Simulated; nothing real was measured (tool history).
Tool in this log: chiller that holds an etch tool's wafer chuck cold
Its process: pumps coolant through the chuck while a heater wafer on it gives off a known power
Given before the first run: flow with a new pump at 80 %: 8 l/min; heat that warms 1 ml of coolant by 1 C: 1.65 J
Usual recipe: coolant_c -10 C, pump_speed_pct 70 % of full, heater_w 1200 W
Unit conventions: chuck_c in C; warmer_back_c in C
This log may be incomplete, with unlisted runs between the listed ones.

Run 1, day 0: usual settings. Result: chuck_c 10.4 C, warmer_back_c 6.61 C.
Run 2, day 6.158: usual settings. Result: chuck_c 10.6 C, warmer_back_c 6.66 C.
Run 3, day 12.283: usual settings. Result: chuck_c 10.5 C, warmer_back_c 6.65 C.
Run 4, day 19.838: usual settings. Result: chuck_c 10.7 C, warmer_back_c 6.62 C.
Run 5, day 25.575: usual settings. Result: chuck_c 11.1 C, warmer_back_c 6.66 C.
Run 6, day 29.6: usual settings. Result: chuck_c 10.9 C, warmer_back_c 6.71 C.
Run 7, day 36.358: usual settings. Result: chuck_c 11.1 C, warmer_back_c 6.71 C.
Run 8, day 45.146: usual settings. Result: chuck_c 11.3 C, warmer_back_c 6.69 C.
Run 9, day 49.529: usual settings but coolant_c -2 C. Result: chuck_c 19.1 C, warmer_back_c 6.7 C.
Run 10, day 55.575: usual settings but coolant_c -8 C. Result: chuck_c 13.2 C, warmer_back_c 6.72 C.
Run 11, day 62.45: usual settings but coolant_c -8 C. Result: chuck_c 13.4 C, warmer_back_c 6.77 C.
At day 65.812: coolant changed, channels flushed.
Run 12, day 69.858: usual settings but coolant_c -8 C, heater_w 684 W. Result: chuck_c 2.8 C, warmer_back_c 3.81 C.
Run 13, day 77.138: usual settings but pump_speed_pct 94 % of full, heater_w 1489 W. Result: chuck_c 8.5 C, warmer_back_c 6.25 C.
Run 14, day 81.562: usual settings but pump_speed_pct 94 % of full, heater_w 1489 W. Result: chuck_c 8.9 C, warmer_back_c 6.16 C.
Run 15, day 86.692: usual settings but pump_speed_pct 91 % of full, heater_w 634 W. Result: chuck_c -1.7 C, warmer_back_c 2.72 C.
Run 16, day 90.325: usual settings but pump_speed_pct 91 % of full, heater_w 634 W. Result: chuck_c -1.5 C, warmer_back_c 2.77 C.
At day 92.958: chiller's thermometer calibrated.
Run 17, day 96.921: usual settings but heater_w 857 W. Result: chuck_c 3.5 C, warmer_back_c 4.86 C.
Run 18, day 102.708: usual settings but heater_w 857 W. Result: chuck_c 3.5 C, warmer_back_c 4.8 C.
Run 19, day 110.829: usual settings but coolant_c -11 C, heater_w 727 W. Result: chuck_c 0.6 C, warmer_back_c 4.18 C.
Run 20, day 119.612: usual settings but coolant_c -7 C, pump_speed_pct 84 % of full, heater_w 1768 W. Result: chuck_c 17.6 C, warmer_back_c 8.26 C.
Run 21, day 126.133: usual settings but coolant_c -7 C, pump_speed_pct 93 % of full, heater_w 769 W. Result: chuck_c 3 C, warmer_back_c 3.31 C.
Run 22, day 134.954: usual settings but coolant_c -12 C, pump_speed_pct 81 % of full, heater_w 1010 W. Result: chuck_c 2.7 C, warmer_back_c 5.02 C.
Run 23, day 140.15: usual settings but coolant_c -12 C. Result: chuck_c 7.3 C, warmer_back_c 6.77 C.

5 ways to go on from here, each from the tool as it stands after run 23. What would each give?
Run A, day 146.388: usual settings but coolant_c -4 C. Result: chuck_c ?, warmer_back_c ?.
Run B, day 146.388: usual settings but pump_speed_pct 73 % of full. Result: chuck_c ?, warmer_back_c ?.
Run C, day 146.388: usual settings but coolant_c -5 C, pump_speed_pct 66 % of full, heater_w 1218 W. Result: chuck_c ?, warmer_back_c ?.
Run D, day 146.388: usual settings but coolant_c -1 C, pump_speed_pct 69 % of full, heater_w 1607 W. Result: chuck_c ?, warmer_back_c ?.
Run E, day 146.388: usual settings but pump_speed_pct 90 % of full, heater_w 889 W. Result: chuck_c ?, warmer_back_c ?.

run  chuck_c  warmer_back_c
  A     15.7           6.85
  B      8.8           6.54
  C     15.6           7.36
  D     25.3           9.34
  E      2.3           3.93
Had the tool no hidden state, the same runs would have come out as:
run  chuck_c  warmer_back_c
  A     13.5           6.21
  B      6.7           5.93
  C     13.3           6.67
  D     22.4           8.47
  E      0.8           3.57
